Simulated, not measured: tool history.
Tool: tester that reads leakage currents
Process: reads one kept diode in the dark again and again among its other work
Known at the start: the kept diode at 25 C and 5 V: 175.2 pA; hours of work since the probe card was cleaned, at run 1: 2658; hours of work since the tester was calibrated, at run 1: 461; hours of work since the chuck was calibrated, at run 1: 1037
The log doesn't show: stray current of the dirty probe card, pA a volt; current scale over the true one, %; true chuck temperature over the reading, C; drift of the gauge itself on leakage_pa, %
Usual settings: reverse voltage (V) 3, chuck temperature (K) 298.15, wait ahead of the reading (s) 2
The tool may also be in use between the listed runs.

run	day	reverse voltage (V)	chuck temperature (K)	wait ahead of the reading (s)	hours of work since the probe card was cleaned	hours of work since the tester was calibrated	hours of work since the chuck was calibrated	current that the tester gives (pA)
1	0	3	298.15	2	2658	461	1037	146.09
2	2.546	3	298.15	2	2685	488	1064	145.52
3	3.871	7.13	298.15	2	2699	502	1078	197.65
4	6.604	7.13	298.15	2	2728	531	1107	197.57
5	8.8	7.13	298.15	2	2751	554	1131	198.03
6	11.288	7.13	298.15	2	2778	581	1157	197.73
7	13.654	7.13	298.15	2	2803	606	1182	196.78
8	15.075	7.13	298.15	2	2818	621	1197	196.37
9	16.892	7.13	298.15	2	2837	640	1217	195.61
10	19.529	7.13	298.15	2	2865	669	1245	195.93
11	20.975	3	298.15	2	2881	684	1260	144.1
12	22.733	3	298.15	2	2899	703	1279	143.92
13	24.929	3	298.15	2	2923	726	1302	144.21
14	27.058	3	298.15	2	2945	749	1325	143.77
15	28.533	3	298.15	2	2961	764	1341	143.21
16	31.392	17.32	299.15	0.54	2991	795	1371	306.93
17	33.588	3	298.15	5.21	3015	818	1394	142.13
18	34.871	2	310.15	2.88	3028	832	1408	348.2
19	37.358	2	310.15	0.32	3055	858	1434	351.36
20	39.8	3	295.15	5.36	3081	884	1460	109.86
21	42.892	3	295.15	5.36	3114	917	1493	109.98
22	45.925	1.08	298.15	4	3146	949	1525	100.43
23	48.25	1.08	298.15	4	3171	974	1550	100.01
24	51.075	17.74	327.15	0.83	3201	1004	1580	2688.19
25	53.712	17.74	299.15	0.83	3229	1032	1608	303.96
26	55.312	10.44	323.15	2.83	3246	1049	1625	1665.14
27	57.767	13.18	305.15	0.8	3272	1075	1651	436.47
28	59.225	2.15	298.15	2	3287	1091	1667	125.85
29	61.558	10.22	307.15	0.33	3312	1116	1692	476.32
30	64.421	3	329.15	0.32	3343	1146	1722	1742.19

Forecast each of these 3 alternatives for the next run:
# day 67.208: chuck's temperature calibrated
A	67.533	5.27	329.15	0.32	3375	1178	3	?
# day 67.208: chuck's temperature calibrated
B	67.533	2.44	329.15	1.79	3375	1178	3	?
# day 67.208: chuck's temperature calibrated
C	67.533	2.31	329.15	2.23	3375	1178	3	?

run	current that the tester gives (pA)
A	2282.24
B	1798.15
C	1766.45
Without the tool's hidden state the same runs would have given:
run	current that the tester gives (pA)
A	2266.39
B	1789.39
C	1758.04
